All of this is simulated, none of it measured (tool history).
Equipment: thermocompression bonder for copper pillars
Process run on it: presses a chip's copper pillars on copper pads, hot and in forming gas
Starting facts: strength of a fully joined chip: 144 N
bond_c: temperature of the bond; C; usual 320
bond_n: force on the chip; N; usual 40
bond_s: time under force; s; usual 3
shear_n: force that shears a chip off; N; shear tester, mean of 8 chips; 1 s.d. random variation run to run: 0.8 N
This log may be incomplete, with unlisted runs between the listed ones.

| run | hour | bond_c | bond_n | bond_s | shear_n |
|---|---|---|---|---|---|
| 1 | 0.0 | 320 | 40 | 3 | 82.2 |
| 2 | 28.4 | 321 | 40 | 3 | 81.4 |
| 3 | 59.1 | 320 | 40 | 7 | 101.1 |
| 4 | 101.6 | 312 | 40 | 7 | 94.3 |
| 5 | 124.2 | 312 | 40 | 7 | 95.1 |
| 6 | 155.1 | 312 | 40 | 7 | 92.7 |
| 7 | 190.0 | 320 | 40 | 3 | 74.9 |
|  | 209.0 | forming gas filter changed |
| 8 | 220.1 | 320 | 40 | 3 | 81.8 |
| 9 | 245.0 | 320 | 40 | 3 | 79.7 |
| 10 | 276.0 | 320 | 40 | 3 | 78.2 |
| 11 | 299.1 | 320 | 40 | 3 | 78.5 |

Expected results for the next run?
| 12 | 329.0 | 313 | 44 | 3 | ? |

shear_n: 78.5 N
Minus the tool's unlogged condition, the same run would have read shear_n 87.4 N.
